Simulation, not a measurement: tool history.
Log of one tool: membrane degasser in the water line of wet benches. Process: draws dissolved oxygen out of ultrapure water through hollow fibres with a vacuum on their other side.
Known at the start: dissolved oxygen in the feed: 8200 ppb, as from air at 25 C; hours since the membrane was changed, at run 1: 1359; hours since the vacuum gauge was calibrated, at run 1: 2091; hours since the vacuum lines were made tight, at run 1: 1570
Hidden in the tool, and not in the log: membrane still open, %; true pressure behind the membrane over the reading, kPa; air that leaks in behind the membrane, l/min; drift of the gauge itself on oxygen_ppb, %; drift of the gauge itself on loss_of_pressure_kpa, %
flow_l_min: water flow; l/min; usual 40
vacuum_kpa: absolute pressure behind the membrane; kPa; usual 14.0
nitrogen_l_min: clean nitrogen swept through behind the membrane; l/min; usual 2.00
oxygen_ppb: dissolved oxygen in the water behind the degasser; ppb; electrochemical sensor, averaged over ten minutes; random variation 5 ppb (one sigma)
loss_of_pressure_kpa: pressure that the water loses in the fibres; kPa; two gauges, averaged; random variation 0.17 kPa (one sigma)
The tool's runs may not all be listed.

run,hour,flow_l_min,vacuum_kpa,nitrogen_l_min,hours since the membrane was changed,hours since the vacuum gauge was calibrated,hours since the vacuum lines were made tight,oxygen_ppb,loss_of_pressure_kpa
1,0.0,40,14.0,2.00,1359,2091,1570,616.7,25.34
2,52.4,40,14.0,2.00,1412,2144,1622,614.4,25.29
3,112.4,40,14.0,2.00,1472,2204,1682,621.9,25.22
4,143.0,36,14.0,2.00,1502,2234,1713,555.0,22.67
5,185.6,36,14.0,2.00,1545,2277,1755,550.1,22.83
6,233.1,40,14.0,2.00,1592,2324,1803,610.5,25.45
7,283.2,40,14.0,2.00,1643,2375,1853,606.9,25.40
8,322.3,40,14.0,2.00,1682,2414,1892,623.6,25.32
9,379.5,40,14.0,2.00,1739,2471,1949,621.5,25.26
10,439.5,40,14.0,2.00,1799,2531,2009,625.5,25.45
11,485.6,40,14.0,2.00,1845,2577,2055,611.0,25.39
12,519.8,40,14.0,2.00,1879,2611,2090,612.7,25.57
13,587.2,40,14.0,2.00,1947,2679,2157,621.9,25.47
14,642.0,40,14.0,2.00,2001,2733,2212,613.9,25.58
15,694.5,40,14.0,1.15,2054,2786,2264,871.4,25.08
16,742.7,40,14.0,2.00,2102,2834,2312,614.9,25.31
17,809.7,50,14.0,2.34,2169,2901,2379,726.3,31.80
18,866.6,50,14.0,2.34,2226,2958,2436,721.9,31.65
19,934.5,33,14.0,3.40,2294,3026,2504,361.1,20.83
20,964.2,40,24.2,1.42,2324,3056,2534,1244.2,25.38
21,1026.1,40,24.2,1.42,2385,3117,2596,1245.7,25.63
22,1072.8,35,31.0,0.90,2432,3164,2642,1872.7,22.22
23,1118.0,33,28.5,0.90,2477,3209,2688,1678.9,21.05
24,1174.4,41,22.8,4.04,2534,3266,2744,619.6,25.96
25,1226.8,41,22.8,4.04,2586,3318,2796,611.9,25.70
26,1291.8,38,10.7,3.78,2651,3383,2861,333.5,24.50
27,1328.6,57,18.0,1.58,2688,3420,2898,1245.3,36.43
28,1360.9,46,18.0,1.58,2720,3452,2931,1025.2,29.33
29,1424.8,46,18.0,1.58,2784,3516,2994,1022.1,29.03
30,1454.9,33,18.0,1.25,2814,3546,3025,897.4,20.95
31,1498.4,33,18.0,1.25,2858,3590,3068,891.8,20.98

Some steps in oxygen_ppb between neighbouring runs. How much of each would the tool show without its hidden state too (settings, what came in, random variation), and how much is left for the hidden state, with any gauge scatter that isn't in both results?
Run 18 -> 19: flow_l_min 50 -> 33, nitrogen_l_min 2.34 -> 3.40. oxygen_ppb -360.8 ppb: hidden state -7.0, all else -353.8.
Run 19 -> 20: flow_l_min 33 -> 40, vacuum_kpa 14.0 -> 24.2, nitrogen_l_min 3.40 -> 1.42. oxygen_ppb +883.1 ppb: hidden state +5.0, all else +878.1.
Run 23 -> 24: flow_l_min 33 -> 41, vacuum_kpa 28.5 -> 22.8, nitrogen_l_min 0.90 -> 4.04. oxygen_ppb -1059.3 ppb: hidden state -1.7, all else -1057.6.
Run 26 -> 27: flow_l_min 38 -> 57, vacuum_kpa 10.7 -> 18.0, nitrogen_l_min 3.78 -> 1.58. oxygen_ppb +911.8 ppb: hidden state +10.5, all else +901.3.

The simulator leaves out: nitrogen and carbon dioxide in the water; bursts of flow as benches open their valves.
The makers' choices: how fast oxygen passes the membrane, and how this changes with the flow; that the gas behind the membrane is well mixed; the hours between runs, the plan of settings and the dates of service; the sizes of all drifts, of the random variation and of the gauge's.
